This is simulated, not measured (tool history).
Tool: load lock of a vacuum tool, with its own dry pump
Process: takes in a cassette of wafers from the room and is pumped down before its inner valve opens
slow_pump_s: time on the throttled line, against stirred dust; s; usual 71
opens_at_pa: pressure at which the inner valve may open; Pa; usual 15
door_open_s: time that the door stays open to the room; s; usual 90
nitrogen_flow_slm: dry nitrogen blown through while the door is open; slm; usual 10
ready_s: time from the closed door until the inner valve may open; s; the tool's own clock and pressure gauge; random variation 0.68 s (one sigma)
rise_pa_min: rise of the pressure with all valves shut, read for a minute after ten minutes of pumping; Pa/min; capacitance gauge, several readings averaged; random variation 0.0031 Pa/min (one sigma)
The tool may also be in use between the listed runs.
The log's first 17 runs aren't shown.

| run | hour | slow_pump_s | opens_at_pa | door_open_s | nitrogen_flow_slm | incoming humidity of the room's air, % | ready_s | rise_pa_min |
|---|---|---|---|---|---|---|---|---|
| 18 | 1974.2 | 71 | 15 | 195 | 30 | 44.1 | 116.5 | 0.106 |
| 19 | 2067.3 | 70 | 15 | 165 | 11 | 42.9 | 118.4 | 0.125 |
| 20 | 2244.9 | 55 | 15 | 130 | 10 | 46.3 | 104.3 | 0.119 |
| 21 | 2392.3 | 90 | 15 | 39 | 7 | 43.0 | 132.9 | 0.053 |
| 22 | 2568.1 | 128 | 27 | 46 | 7 | 45.0 | 162.5 | 0.065 |
| 23 | 2740.2 | 43 | 24 | 46 | 7 | 43.2 | 90.5 | 0.063 |
| 24 | 2895.1 | 39 | 14 | 93 | 18 | 44.0 | 91.5 | 0.085 |
| 25 | 3078.3 | 39 | 14 | 93 | 18 | 49.7 | 91.0 | 0.087 |
| 26 | 3216.5 | 43 | 13 | 90 | 10 | 46.5 | 95.9 | 0.093 |
| 27 | 3294.1 | 48 | 21 | 37 | 36 | 46.6 | 96.7 | 0.039 |
| 28 | 3469.6 | 40 | 15 | 75 | 10 | 44.7 | 92.5 | 0.080 |
| 29 | 3613.4 | 40 | 15 | 75 | 10 | 44.3 | 92.4 | 0.087 |
| 30 | 3789.7 | 57 | 17 | 47 | 8 | 46.9 | 107.0 | 0.070 |

5 ways to go on from here, each from the tool as it stands after run 30. What would each give?
| A | 3927.8 | 113 | 12 | 90 | 10 | 44.8 | ? | ? |
| B | 3927.8 | 64 | 11 | 26 | 8 | 44.1 | ? | ? |
| C | 3927.8 | 71 | 26 | 25 | 10 | 43.8 | ? | ? |
| D | 3927.8 | 110 | 14 | 125 | 10 | 44.8 | ? | ? |
| E | 3927.8 | 46 | 15 | 113 | 5 | 41.8 | ? | ? |

| run | ready_s | rise_pa_min |
|---|---|---|
| A | 156.2 | 0.099 |
| B | 115.2 | 0.052 |
| C | 114.7 | 0.046 |
| D | 151.7 | 0.111 |
| E | 98.4 | 0.114 |
Without the tool's hidden state the same runs would have given:
| run | ready_s | rise_pa_min |
|---|---|---|
| A | 150.5 | 0.087 |
| B | 108.5 | 0.041 |
| C | 108.9 | 0.035 |
| D | 146.2 | 0.100 |
| E | 91.6 | 0.103 |

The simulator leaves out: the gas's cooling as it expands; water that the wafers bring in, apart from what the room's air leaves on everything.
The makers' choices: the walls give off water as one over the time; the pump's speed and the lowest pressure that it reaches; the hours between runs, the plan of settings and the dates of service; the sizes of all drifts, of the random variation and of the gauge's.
